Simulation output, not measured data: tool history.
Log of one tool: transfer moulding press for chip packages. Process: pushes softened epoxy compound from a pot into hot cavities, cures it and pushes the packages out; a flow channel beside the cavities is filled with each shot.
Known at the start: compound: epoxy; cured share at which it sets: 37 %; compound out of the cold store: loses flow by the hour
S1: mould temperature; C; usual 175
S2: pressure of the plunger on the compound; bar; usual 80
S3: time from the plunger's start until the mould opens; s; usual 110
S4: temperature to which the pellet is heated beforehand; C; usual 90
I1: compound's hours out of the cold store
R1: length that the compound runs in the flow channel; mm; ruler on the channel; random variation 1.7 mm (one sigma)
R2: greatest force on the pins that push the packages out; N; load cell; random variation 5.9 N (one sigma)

| run | hour | S1 | S2 | S3 | S4 | I1 | R1 | R2 |
|---|---|---|---|---|---|---|---|---|
| 1 | 0 | 175 | 80 | 110 | 90 | 42.5 | 842 | 225 |
|  | 30.8 | cavities cleaned with cleaning compound and waxed |
| 2 | 34.7 | 175 | 80 | 110 | 90 | 41.4 | 847 | 215 |
| 3 | 57.1 | 175 | 80 | 110 | 90 | 8.7 | 959 | 237 |
| 4 | 87.1 | 175 | 80 | 110 | 90 | 47.4 | 829 | 217 |
|  | 114 | cavities cleaned with cleaning compound and waxed |
| 5 | 122.4 | 175 | 80 | 110 | 90 | 30.3 | 882 | 218 |
| 6 | 165.4 | 175 | 80 | 110 | 90 | 8.6 | 957 | 229 |
|  | 175.2 | plunger's sealing rings changed |
|  | 197.1 | cavities cleaned with cleaning compound and waxed |
| 7 | 205.7 | 175 | 80 | 110 | 90 | 32 | 881 | 220 |
| 8 | 251.4 | 175 | 80 | 110 | 90 | 17 | 929 | 227 |
| 9 | 272.8 | 175 | 80 | 110 | 90 | 18.3 | 922 | 235 |
|  | 278.4 | cavities cleaned with cleaning compound and waxed |
| 10 | 297.2 | 175 | 80 | 110 | 90 | 29.5 | 887 | 215 |
| 11 | 329.1 | 175 | 80 | 110 | 90 | 11 | 949 | 225 |
|  | 361 | cavities cleaned with cleaning compound and waxed |
| 12 | 377 | 175 | 80 | 110 | 90 | 18.7 | 923 | 243 |
| 13 | 412.7 | 175 | 80 | 110 | 90 | 34.8 | 870 | 231 |

Run 14 comes next. What will it give?
|  | 441.7 | cavities cleaned with cleaning compound and waxed |
| 14 | 444.6 | 175 | 80 | 110 | 90 | 13.3 | ? | ? |

Run 14 gave R1 941 mm, R2 231 N.
Without the tool's hidden state the same run would have given R1 941 mm, R2 231 N.
